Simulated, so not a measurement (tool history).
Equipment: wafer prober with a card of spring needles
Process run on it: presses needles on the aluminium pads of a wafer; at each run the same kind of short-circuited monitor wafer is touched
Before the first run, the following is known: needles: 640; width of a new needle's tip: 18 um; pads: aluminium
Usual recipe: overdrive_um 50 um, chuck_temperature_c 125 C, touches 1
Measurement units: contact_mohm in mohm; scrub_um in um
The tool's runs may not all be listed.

Run 1, day 0: usual settings. Result: contact_mohm 324 mohm, scrub_um 9.74 um.
At day 0.025: tips cleaned on abrasive film.
At day 0.146: tips cleaned on abrasive film.
At day 0.262: tips cleaned on abrasive film.
At day 0.762: card fitted with new needles.
At day 0.858: tips cleaned on abrasive film.
At day 0.95: tips cleaned on abrasive film.
At day 1.046: tips cleaned on abrasive film.
At day 1.162: tips cleaned on abrasive film.
At day 1.258: tips cleaned on abrasive film.
At day 1.354: tips cleaned on abrasive film.
At day 1.471: tips cleaned on abrasive film.
At day 1.588: tips cleaned on abrasive film.
At day 1.683: tips cleaned on abrasive film.
At day 1.779: tips cleaned on abrasive film.
At day 1.896: tips cleaned on abrasive film.
At day 1.992: tips cleaned on abrasive film.
At day 2.088: tips cleaned on abrasive film.
At day 2.204: tips cleaned on abrasive film.
Run 2, day 2.229: usual settings but chuck_temperature_c 56 C. Result: contact_mohm 285 mohm, scrub_um 10.08 um.
At day 2.3: tips cleaned on abrasive film.
At day 2.417: tips cleaned on abrasive film.
At day 2.512: tips cleaned on abrasive film.
At day 2.629: tips cleaned on abrasive film.
At day 2.75: tips cleaned on abrasive film.
At day 2.867: tips cleaned on abrasive film.
At day 2.983: tips cleaned on abrasive film.
At day 3.1: tips cleaned on abrasive film.
At day 3.196: tips cleaned on abrasive film.
At day 3.312: tips cleaned on abrasive film.
At day 3.429: tips cleaned on abrasive film.
At day 3.525: tips cleaned on abrasive film.
At day 3.621: tips cleaned on abrasive film.
At day 3.738: tips cleaned on abrasive film.
At day 3.854: tips cleaned on abrasive film.
At day 3.975: tips cleaned on abrasive film.
At day 4.067: tips cleaned on abrasive film.
At day 4.188: tips cleaned on abrasive film.
At day 4.279: tips cleaned on abrasive film.
Run 3, day 4.304: usual settings but chuck_temperature_c 123 C. Result: contact_mohm 307 mohm, scrub_um 9.76 um.
At day 4.396: tips cleaned on abrasive film.
At day 4.492: tips cleaned on abrasive film.
At day 4.588: tips cleaned on abrasive film.
At day 4.683: tips cleaned on abrasive film.
At day 4.8: tips cleaned on abrasive film.
At day 4.896: tips cleaned on abrasive film.
At day 5.012: tips cleaned on abrasive film.
At day 5.108: tips cleaned on abrasive film.
At day 5.2: tips cleaned on abrasive film.
At day 5.321: tips cleaned on abrasive film.
At day 5.438: tips cleaned on abrasive film.
At day 5.554: tips cleaned on abrasive film.
At day 5.65: tips cleaned on abrasive film.
At day 5.767: tips cleaned on abrasive film.
At day 5.883: tips cleaned on abrasive film.
At day 5.896: height of the first contact set anew.
At day 5.992: tips cleaned on abrasive film.
At day 6.088: tips cleaned on abrasive film.
At day 6.204: tips cleaned on abrasive film.
At day 6.3: tips cleaned on abrasive film.
At day 6.417: tips cleaned on abrasive film.
At day 6.533: tips cleaned on abrasive film.
At day 6.629: tips cleaned on abrasive film.
At day 6.746: tips cleaned on abrasive film.
Run 4, day 6.779: usual settings but chuck_temperature_c 54 C. Result: contact_mohm 282 mohm, scrub_um 10.02 um.
At day 6.85: tips cleaned on abrasive film.
At day 6.971: tips cleaned on abrasive film.
At day 7.062: tips cleaned on abrasive film.
At day 7.158: tips cleaned on abrasive film.
At day 7.275: tips cleaned on abrasive film.
At day 7.371: tips cleaned on abrasive film.
At day 7.488: tips cleaned on abrasive film.
At day 7.608: tips cleaned on abrasive film.
At day 7.7: tips cleaned on abrasive film.
At day 7.821: tips cleaned on abrasive film.
At day 7.912: tips cleaned on abrasive film.
At day 8.008: tips cleaned on abrasive film.
At day 8.104: tips cleaned on abrasive film.
At day 8.221: tips cleaned on abrasive film.
At day 8.317: tips cleaned on abrasive film.
Run 5, day 8.379: usual settings but chuck_temperature_c 54 C. Result: contact_mohm 297 mohm, scrub_um 10.01 um.
At day 8.429: tips cleaned on abrasive film.
At day 8.525: tips cleaned on abrasive film.
At day 8.621: tips cleaned on abrasive film.
At day 8.712: tips cleaned on abrasive film.
At day 8.808: tips cleaned on abrasive film.
At day 8.925: tips cleaned on abrasive film.
At day 9.046: tips cleaned on abrasive film.
At day 9.138: tips cleaned on abrasive film.
At day 9.258: tips cleaned on abrasive film.
At day 9.35: tips cleaned on abrasive film.
At day 9.446: tips cleaned on abrasive film.
At day 9.542: tips cleaned on abrasive film.
At day 9.658: tips cleaned on abrasive film.
At day 9.754: tips cleaned on abrasive film.
At day 9.85: tips cleaned on abrasive film.
At day 9.946: tips cleaned on abrasive film.
At day 10.062: tips cleaned on abrasive film.
At day 10.158: tips cleaned on abrasive film.
At day 10.25: tips cleaned on abrasive film.
At day 10.371: tips cleaned on abrasive film.
At day 10.488: tips cleaned on abrasive film.
Run 6, day 10.529: usual settings but chuck_temperature_c 54 C, touches 2. Result: contact_mohm 290 mohm, scrub_um 9.78 um.
At day 10.604: tips cleaned on abrasive film.
At day 10.696: tips cleaned on abrasive film.
At day 10.817: tips cleaned on abrasive film.
At day 10.933: tips cleaned on abrasive film.
At day 11.012: height of the first contact set anew.
At day 11.042: tips cleaned on abrasive film.
At day 11.133: tips cleaned on abrasive film.
At day 11.229: tips cleaned on abrasive film.
At day 11.346: tips cleaned on abrasive film.
At day 11.442: tips cleaned on abrasive film.
At day 11.538: tips cleaned on abrasive film.
At day 11.654: tips cleaned on abrasive film.
At day 11.771: tips cleaned on abrasive film.
At day 11.867: tips cleaned on abrasive film.
At day 11.962: tips cleaned on abrasive film.
At day 12.079: tips cleaned on abrasive film.
At day 12.196: tips cleaned on abrasive film.
Run 7, day 12.279: usual settings but chuck_temperature_c 54 C, touches 2. Result: contact_mohm 290 mohm, scrub_um 9.99 um.
At day 12.304: tips cleaned on abrasive film.
At day 12.4: tips cleaned on abrasive film.
At day 12.496: tips cleaned on abrasive film.
At day 12.592: tips cleaned on abrasive film.
At day 12.683: tips cleaned on abrasive film.
At day 12.779: tips cleaned on abrasive film.
At day 12.896: tips cleaned on abrasive film.
At day 12.992: tips cleaned on abrasive film.
At day 13.108: tips cleaned on abrasive film.
At day 13.204: tips cleaned on abrasive film.
At day 13.3: tips cleaned on abrasive film.
At day 13.417: tips cleaned on abrasive film.
At day 13.512: tips cleaned on abrasive film.
At day 13.629: tips cleaned on abrasive film.
At day 13.746: tips cleaned on abrasive film.
At day 13.867: tips cleaned on abrasive film.
At day 13.983: tips cleaned on abrasive film.
At day 14.1: tips cleaned on abrasive film.
At day 14.217: tips cleaned on abrasive film.
At day 14.312: tips cleaned on abrasive film.
At day 14.429: tips cleaned on abrasive film.
At day 14.55: tips cleaned on abrasive film.
At day 14.642: tips cleaned on abrasive film.
At day 14.762: tips cleaned on abrasive film.
Run 8, day 14.804: usual settings but chuck_temperature_c 60 C, touches 2. Result: contact_mohm 291 mohm, scrub_um 9.78 um.

Expected results for the next run?
At day 14.854: tips cleaned on abrasive film.
At day 14.95: tips cleaned on abrasive film.
At day 15.046: tips cleaned on abrasive film.
At day 15.142: tips cleaned on abrasive film.
At day 15.258: tips cleaned on abrasive film.
At day 15.375: tips cleaned on abrasive film.
At day 15.492: tips cleaned on abrasive film.
At day 15.588: tips cleaned on abrasive film.
At day 15.704: tips cleaned on abrasive film.
At day 15.825: tips cleaned on abrasive film.
At day 15.917: tips cleaned on abrasive film.
At day 16.038: tips cleaned on abrasive film.
At day 16.129: tips cleaned on abrasive film.
At day 16.142: height of the first contact set anew.
At day 16.262: tips cleaned on abrasive film.
At day 16.354: tips cleaned on abrasive film.
Run 9, day 16.425: usual settings but chuck_temperature_c 60 C, touches 2. Result: contact_mohm ?, scrub_um ?.

contact_mohm: 291 mohm
scrub_um: 10.29 um
Take away the tool's hidden state, keep the run-to-run variation as it was, and the same run would have given contact_mohm 275 mohm, scrub_um 10.31 um.
